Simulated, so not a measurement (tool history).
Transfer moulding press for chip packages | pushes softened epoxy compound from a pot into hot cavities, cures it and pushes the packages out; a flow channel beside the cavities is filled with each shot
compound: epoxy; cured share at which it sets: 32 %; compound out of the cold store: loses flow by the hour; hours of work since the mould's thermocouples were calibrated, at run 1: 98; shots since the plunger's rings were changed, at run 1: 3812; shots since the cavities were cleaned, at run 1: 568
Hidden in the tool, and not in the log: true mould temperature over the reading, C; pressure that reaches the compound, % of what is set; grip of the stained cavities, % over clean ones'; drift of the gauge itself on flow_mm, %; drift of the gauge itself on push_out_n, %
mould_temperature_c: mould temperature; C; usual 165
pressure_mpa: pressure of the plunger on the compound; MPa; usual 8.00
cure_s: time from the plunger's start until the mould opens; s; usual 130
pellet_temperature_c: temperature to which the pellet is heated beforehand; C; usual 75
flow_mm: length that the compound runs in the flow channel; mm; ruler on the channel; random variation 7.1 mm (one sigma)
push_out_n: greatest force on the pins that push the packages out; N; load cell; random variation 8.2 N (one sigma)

run,day,mould_temperature_c,pressure_mpa,cure_s,pellet_temperature_c,hours of work since the mould's thermocouples were calibrated,shots since the plunger's rings were changed,shots since the cavities were cleaned,incoming compound's hours out of the cold store,flow_mm,push_out_n
1,0.000,165,8.00,130,75,98,3812,568,44.6,752,511
# day 0.617: cavities cleaned with cleaning compound and waxed
2,1.329,165,8.00,130,75,116,4070,145,33.2,777,418
3,3.408,165,8.00,132,75,147,4494,569,28.3,778,487
# day 4.062: cavities cleaned with cleaning compound and waxed
4,4.775,165,8.00,132,75,167,4760,145,46.5,730,401
5,6.504,165,8.00,130,79,192,5112,497,14.2,818,496
# day 7.442: cavities cleaned with cleaning compound and waxed
6,7.779,165,8.00,130,79,210,5359,68,21.6,791,393
7,10.288,165,8.00,130,69,248,5871,580,40.5,734,500
# day 10.721: cavities cleaned with cleaning compound and waxed
8,12.025,165,8.00,130,69,272,6213,267,37.7,722,434
# day 13.992: plunger's sealing rings changed
# day 14.275: cavities cleaned with cleaning compound and waxed
9,14.892,164,8.00,130,69,313,171,126,32.5,857,430
10,17.279,164,8.00,130,69,348,657,612,31.5,841,524
# day 17.696: cavities cleaned with cleaning compound and waxed
11,20.029,164,8.00,130,69,388,1205,475,42.4,809,492
# day 21.133: cavities cleaned with cleaning compound and waxed
12,21.688,164,8.00,130,69,412,1530,113,44.8,777,416
# day 24.425: cavities cleaned with cleaning compound and waxed
13,24.579,165,8.00,130,75,454,2107,31,34.8,806,379
14,26.125,173,9.62,167,84,477,2423,347,28.8,870,428
# day 27.771: cavities cleaned with cleaning compound and waxed
15,28.871,173,9.62,167,84,516,2969,224,33.9,837,382
# day 31.067: cavities cleaned with cleaning compound and waxed
16,31.542,165,9.94,130,71,555,3502,97,33.2,888,379
17,32.900,165,9.78,130,75,575,3778,373,43.4,829,465
# day 34.500: cavities cleaned with cleaning compound and waxed
18,35.575,165,9.78,130,75,614,4311,219,23.2,897,429
19,37.650,165,7.77,121,71,645,4734,642,29.5,773,544
# day 37.900: cavities cleaned with cleaning compound and waxed
# day 38.750: mould's thermocouples calibrated
20,40.292,160,7.69,147,72,23,5243,471,18.0,805,554
# day 41.458: cavities cleaned with cleaning compound and waxed
21,41.892,160,7.69,112,66,46,5556,88,16.5,813,760
22,43.325,168,7.50,130,75,67,5848,380,43.4,701,434
# day 44.892: cavities cleaned with cleaning compound and waxed
23,45.854,168,6.53,142,65,104,6351,196,41.1,643,399
# day 47.275: plunger's sealing rings changed
# day 48.350: cavities cleaned with cleaning compound and waxed
24,48.350,168,6.53,142,65,138,206,0,42.9,727,326
25,51.083,162,8.75,130,72,179,763,557,19.7,935,579
# day 51.688: cavities cleaned with cleaning compound and waxed
26,52.838,162,8.75,130,72,204,1108,234,38.7,866,490

4 ways to go on from here, each from the tool as it stands after run 26. What would each give?
# day 55.058: cavities cleaned with cleaning compound and waxed
A,55.667,169,8.75,130,72,245,1672,124,44.8,?,?
# day 55.058: cavities cleaned with cleaning compound and waxed
B,55.667,167,8.68,137,72,245,1672,124,24.2,?,?
# day 55.058: cavities cleaned with cleaning compound and waxed
C,55.667,164,9.11,117,75,245,1672,124,45.8,?,?
# day 55.058: cavities cleaned with cleaning compound and waxed
D,55.667,164,8.75,129,72,245,1672,124,23.4,?,?

run,flow_mm,push_out_n
A,796,373
B,872,374
C,834,471
D,894,424
Without the tool's hidden state the same runs would have given:
run,flow_mm,push_out_n
A,827,331
B,907,333
C,868,432
D,929,386
